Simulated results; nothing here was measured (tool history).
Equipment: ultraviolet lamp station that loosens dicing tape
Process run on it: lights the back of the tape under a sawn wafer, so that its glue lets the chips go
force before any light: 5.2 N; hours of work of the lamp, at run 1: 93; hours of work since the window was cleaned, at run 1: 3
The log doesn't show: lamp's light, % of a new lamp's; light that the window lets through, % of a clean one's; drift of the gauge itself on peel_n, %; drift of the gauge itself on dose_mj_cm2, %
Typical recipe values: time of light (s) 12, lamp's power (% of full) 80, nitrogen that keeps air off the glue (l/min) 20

run,hour,time of light (s),lamp's power (% of full),nitrogen that keeps air off the glue (l/min),hours of work of the lamp,hours of work since the window was cleaned,force that peels the tape off (N),light that reached the tape (mJ/cm2)
1,0.0,12,80,20,93,3,0.453,469
2,30.8,12,80,20,111,21,0.469,460
3,58.1,12,80,20,126,37,0.472,452
4,95.3,12,80,20,148,58,0.500,452
5,129.3,12,80,20,168,78,0.489,439
6,146.9,7,68,35,178,88,1.171,219
7,174.7,7,68,35,194,104,1.215,214
# hour 178.0: window cleaned of glue's vapour
8,203.4,9,91,22,210,15,0.684,362
9,224.8,9,93,22,223,27,0.650,369
# hour 235.0: window cleaned of glue's vapour, once more
10,254.4,19,84,11,240,11,0.320,718

Forecast each of these 5 alternatives for the next run:
A,290.9,16,84,21,261,32,?,?
B,290.9,19,84,7,261,32,?,?
C,290.9,20,79,23,261,32,?,?
D,290.9,20,67,20,261,32,?,?
E,290.9,9,91,36,261,32,?,?

run,force that peels the tape off (N),light that reached the tape (mJ/cm2)
A,0.256,592
B,0.467,705
C,0.195,696
D,0.272,589
E,0.485,361
Stripped of hidden state, with their random variation kept, the same runs would have yielded:
run,force that peels the tape off (N),light that reached the tape (mJ/cm2)
A,0.188,702
B,0.332,836
C,0.158,827
D,0.199,699
E,0.346,429
